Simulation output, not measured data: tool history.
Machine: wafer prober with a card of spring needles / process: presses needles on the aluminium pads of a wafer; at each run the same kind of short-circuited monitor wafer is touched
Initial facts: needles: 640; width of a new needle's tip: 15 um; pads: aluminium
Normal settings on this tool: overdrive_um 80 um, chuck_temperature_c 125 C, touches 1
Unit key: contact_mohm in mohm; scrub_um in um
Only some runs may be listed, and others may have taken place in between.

{"run": 1, "hour": 0.0, "overdrive_um": 80, "chuck_temperature_c": 125, "touches": 1, "contact_mohm": 190, "scrub_um": 12.55}
{"hour": 2.9, "done": "tips cleaned on abrasive film"}
{"hour": 17.0, "done": "tips cleaned on abrasive film"}
{"hour": 31.0, "done": "tips cleaned on abrasive film"}
{"hour": 45.1, "done": "tips cleaned on abrasive film"}
{"run": 2, "hour": 51.8, "overdrive_um": 80, "chuck_temperature_c": 125, "touches": 1, "contact_mohm": 185, "scrub_um": 12.44}
{"hour": 57.5, "done": "tips cleaned on abrasive film"}
{"hour": 71.6, "done": "tips cleaned on abrasive film"}
{"hour": 82.8, "done": "tips cleaned on abrasive film"}
{"hour": 96.9, "done": "tips cleaned on abrasive film"}
{"hour": 111.0, "done": "tips cleaned on abrasive film"}
{"hour": 125.0, "done": "tips cleaned on abrasive film"}
{"run": 3, "hour": 132.6, "overdrive_um": 80, "chuck_temperature_c": 125, "touches": 2, "contact_mohm": 183, "scrub_um": 12.39}
{"hour": 138.3, "done": "tips cleaned on abrasive film"}
{"hour": 152.3, "done": "tips cleaned on abrasive film"}
{"hour": 166.4, "done": "tips cleaned on abrasive film"}
{"hour": 180.0, "done": "tips cleaned on abrasive film"}
{"run": 4, "hour": 180.0, "overdrive_um": 80, "chuck_temperature_c": 125, "touches": 2, "contact_mohm": 172, "scrub_um": 12.41}
{"hour": 191.3, "done": "tips cleaned on abrasive film"}
{"hour": 205.3, "done": "tips cleaned on abrasive film"}
{"hour": 216.6, "done": "tips cleaned on abrasive film"}
{"hour": 230.7, "done": "tips cleaned on abrasive film"}
{"hour": 231.0, "done": "height of the first contact set anew"}
{"hour": 245.0, "done": "tips cleaned on abrasive film"}
{"run": 5, "hour": 254.5, "overdrive_um": 80, "chuck_temperature_c": 125, "touches": 1, "contact_mohm": 191, "scrub_um": 12.73}
{"hour": 257.4, "done": "tips cleaned on abrasive film"}
{"hour": 271.5, "done": "tips cleaned on abrasive film"}
{"hour": 285.6, "done": "tips cleaned on abrasive film"}
{"hour": 299.6, "done": "tips cleaned on abrasive film"}
{"hour": 313.7, "done": "tips cleaned on abrasive film"}
{"hour": 327.8, "done": "tips cleaned on abrasive film"}
{"run": 6, "hour": 333.1, "overdrive_um": 80, "chuck_temperature_c": 125, "touches": 1, "contact_mohm": 188, "scrub_um": 12.71}
{"hour": 341.5, "done": "tips cleaned on abrasive film"}
{"hour": 352.8, "done": "tips cleaned on abrasive film"}
{"hour": 366.9, "done": "tips cleaned on abrasive film"}
{"run": 7, "hour": 376.0, "overdrive_um": 80, "chuck_temperature_c": 125, "touches": 1, "contact_mohm": 192, "scrub_um": 12.73}
{"hour": 378.9, "done": "tips cleaned on abrasive film"}
{"hour": 393.0, "done": "tips cleaned on abrasive film"}
{"hour": 404.3, "done": "tips cleaned on abrasive film"}
{"hour": 418.3, "done": "tips cleaned on abrasive film"}
{"run": 8, "hour": 419.3, "overdrive_um": 80, "chuck_temperature_c": 125, "touches": 1, "contact_mohm": 174, "scrub_um": 12.66}
{"hour": 430.5, "done": "tips cleaned on abrasive film"}
{"hour": 444.6, "done": "tips cleaned on abrasive film, once more"}
{"run": 9, "hour": 454.3, "overdrive_um": 80, "chuck_temperature_c": 125, "touches": 1, "contact_mohm": 197, "scrub_um": 12.66}
{"hour": 457.2, "done": "tips cleaned on abrasive film"}
{"hour": 471.3, "done": "tips cleaned on abrasive film"}
{"hour": 482.5, "done": "tips cleaned on abrasive film"}
{"hour": 496.6, "done": "tips cleaned on abrasive film"}
{"run": 10, "hour": 501.5, "overdrive_um": 80, "chuck_temperature_c": 125, "touches": 1, "contact_mohm": 187, "scrub_um": 12.57}
{"hour": 510.0, "done": "tips cleaned on abrasive film"}
{"hour": 521.2, "done": "tips cleaned on abrasive film"}
{"hour": 535.3, "done": "tips cleaned on abrasive film"}
{"hour": 546.6, "done": "tips cleaned on abrasive film"}
{"hour": 560.6, "done": "tips cleaned on abrasive film"}
{"run": 11, "hour": 560.9, "overdrive_um": 80, "chuck_temperature_c": 125, "touches": 1, "contact_mohm": 174, "scrub_um": 12.48}
{"hour": 572.1, "done": "tips cleaned on abrasive film"}
{"hour": 586.2, "done": "tips cleaned on abrasive film"}
{"hour": 600.3, "done": "tips cleaned on abrasive film"}
{"hour": 614.3, "done": "tips cleaned on abrasive film"}
{"hour": 625.6, "done": "tips cleaned on abrasive film"}
{"run": 12, "hour": 636.0, "overdrive_um": 80, "chuck_temperature_c": 125, "touches": 1, "contact_mohm": 199, "scrub_um": 12.5}
{"hour": 638.9, "done": "tips cleaned on abrasive film"}
{"hour": 650.2, "done": "tips cleaned on abrasive film"}
{"hour": 664.2, "done": "tips cleaned on abrasive film"}
{"hour": 678.3, "done": "tips cleaned on abrasive film"}
{"run": 13, "hour": 684.7, "overdrive_um": 85, "chuck_temperature_c": 125, "touches": 3, "contact_mohm": 172, "scrub_um": 13.22}
{"hour": 690.4, "done": "tips cleaned on abrasive film"}
{"hour": 701.7, "done": "tips cleaned on abrasive film"}
{"hour": 707.5, "done": "height of the first contact set anew"}
{"hour": 716.0, "done": "tips cleaned on abrasive film"}
{"hour": 729.3, "done": "tips cleaned on abrasive film"}
{"run": 14, "hour": 729.3, "overdrive_um": 68, "chuck_temperature_c": 36, "touches": 1, "contact_mohm": 159, "scrub_um": 10.83}
{"hour": 743.4, "done": "tips cleaned on abrasive film"}
{"hour": 757.4, "done": "tips cleaned on abrasive film"}
{"hour": 771.5, "done": "tips cleaned on abrasive film"}
{"hour": 785.6, "done": "tips cleaned on abrasive film"}
{"hour": 799.6, "done": "tips cleaned on abrasive film"}
{"run": 15, "hour": 806.5, "overdrive_um": 80, "chuck_temperature_c": 125, "touches": 1, "contact_mohm": 195, "scrub_um": 12.71}
{"hour": 812.2, "done": "tips cleaned on abrasive film"}
{"hour": 826.3, "done": "tips cleaned on abrasive film"}
{"hour": 840.3, "done": "tips cleaned on abrasive film"}
{"hour": 854.4, "done": "tips cleaned on abrasive film"}
{"run": 16, "hour": 864.7, "overdrive_um": 73, "chuck_temperature_c": 48, "touches": 1, "contact_mohm": 195, "scrub_um": 11.54}
{"hour": 867.6, "done": "tips cleaned on abrasive film"}
{"hour": 881.7, "done": "tips cleaned on abrasive film"}
{"hour": 895.7, "done": "tips cleaned on abrasive film"}
{"hour": 907.1, "done": "tips cleaned on abrasive film"}
{"run": 17, "hour": 907.1, "overdrive_um": 73, "chuck_temperature_c": 48, "touches": 1, "contact_mohm": 162, "scrub_um": 11.49}
{"hour": 918.4, "done": "tips cleaned on abrasive film"}
{"hour": 932.5, "done": "tips cleaned on abrasive film"}
{"hour": 946.6, "done": "tips cleaned on abrasive film"}
{"hour": 960.6, "done": "tips cleaned on abrasive film"}
{"hour": 972.9, "done": "tips cleaned on abrasive film"}
{"run": 18, "hour": 972.9, "overdrive_um": 63, "chuck_temperature_c": 47, "touches": 1, "contact_mohm": 166, "scrub_um": 9.83}
{"hour": 986.9, "done": "tips cleaned on abrasive film"}
{"hour": 998.2, "done": "tips cleaned on abrasive film"}
{"hour": 1012.3, "done": "tips cleaned on abrasive film"}
{"hour": 1026.3, "done": "tips cleaned on abrasive film"}
{"hour": 1037.6, "done": "tips cleaned on abrasive film"}
{"run": 19, "hour": 1041.7, "overdrive_um": 60, "chuck_temperature_c": 65, "touches": 1, "contact_mohm": 201, "scrub_um": 9.32}
{"hour": 1050.2, "done": "tips cleaned on abrasive film"}
{"hour": 1064.3, "done": "tips cleaned on abrasive film"}
{"hour": 1075.6, "done": "tips cleaned on abrasive film"}
{"hour": 1089.6, "done": "tips cleaned on abrasive film"}
{"hour": 1100.9, "done": "tips cleaned on abrasive film"}
{"hour": 1115.0, "done": "tips cleaned on abrasive film"}
{"run": 20, "hour": 1115.8, "overdrive_um": 88, "chuck_temperature_c": 45, "touches": 3, "contact_mohm": 157, "scrub_um": 13.79}
{"hour": 1127.0, "done": "tips cleaned on abrasive film"}
{"hour": 1141.1, "done": "tips cleaned on abrasive film"}
{"hour": 1152.4, "done": "tips cleaned on abrasive film"}
{"run": 21, "hour": 1158.1, "overdrive_um": 82, "chuck_temperature_c": 26, "touches": 1, "contact_mohm": 171, "scrub_um": 12.7}
{"hour": 1163.8, "done": "tips cleaned on abrasive film"}
{"hour": 1177.9, "done": "tips cleaned on abrasive film"}
{"hour": 1183.8, "done": "height of the first contact set anew"}
{"hour": 1192.2, "done": "tips cleaned on abrasive film"}
{"hour": 1206.3, "done": "tips cleaned on abrasive film"}
{"hour": 1220.4, "done": "tips cleaned on abrasive film"}
{"run": 22, "hour": 1222.6, "overdrive_um": 82, "chuck_temperature_c": 26, "touches": 1, "contact_mohm": 165, "scrub_um": 13.08}
{"hour": 1233.9, "done": "tips cleaned on abrasive film"}
{"hour": 1247.9, "done": "tips cleaned on abrasive film"}
{"hour": 1261.7, "done": "tips cleaned on abrasive film"}
{"run": 23, "hour": 1261.7, "overdrive_um": 82, "chuck_temperature_c": 26, "touches": 1, "contact_mohm": 155, "scrub_um": 12.99}
{"hour": 1273.0, "done": "tips cleaned on abrasive film"}
{"hour": 1287.0, "done": "tips cleaned on abrasive film"}
{"hour": 1301.1, "done": "tips cleaned on abrasive film"}
{"hour": 1315.2, "done": "tips cleaned on abrasive film"}
{"hour": 1326.4, "done": "tips cleaned on abrasive film"}
{"run": 24, "hour": 1330.2, "overdrive_um": 82, "chuck_temperature_c": 26, "touches": 1, "contact_mohm": 165, "scrub_um": 13.02}

Measured less the same run without the tool's hidden state. The same run-to-run variation is in both; the gauge's scatter may not be:
What the log doesn't record here: debris on the tips, nm; way that the needles fall short of the set height, um; tips' diameter, um; drift of the gauge itself on contact_mohm, %; drift of the gauge itself on scrub_um, %.
run=1 contact_mohm=+21 scrub_um=-0.22
run=2 contact_mohm=+23 scrub_um=-0.33
run=3 contact_mohm=+18 scrub_um=-0.39
run=4 contact_mohm=+7 scrub_um=-0.45
run=5 contact_mohm=+28 scrub_um=-0.01
run=6 contact_mohm=+23 scrub_um=-0.08
run=7 contact_mohm=+27 scrub_um=-0.11
run=8 contact_mohm=+10 scrub_um=-0.15
run=9 contact_mohm=+30 scrub_um=-0.18
run=10 contact_mohm=+22 scrub_um=-0.22
run=11 contact_mohm=+8 scrub_um=-0.28
run=12 contact_mohm=+34 scrub_um=-0.33
run=13 contact_mohm=+11 scrub_um=-0.38
run=14 contact_mohm=+7 scrub_um=-0.02
run=15 contact_mohm=+27 scrub_um=-0.07
run=16 contact_mohm=+42 scrub_um=-0.12
run=17 contact_mohm=+10 scrub_um=-0.18
run=18 contact_mohm=+11 scrub_um=-0.23
run=19 contact_mohm=+39 scrub_um=-0.3
run=20 contact_mohm=+7 scrub_um=-0.37
run=21 contact_mohm=+26 scrub_um=-0.4
run=22 contact_mohm=+15 scrub_um=-0.04
run=23 contact_mohm=+7 scrub_um=-0.07
run=24 contact_mohm=+21 scrub_um=-0.13
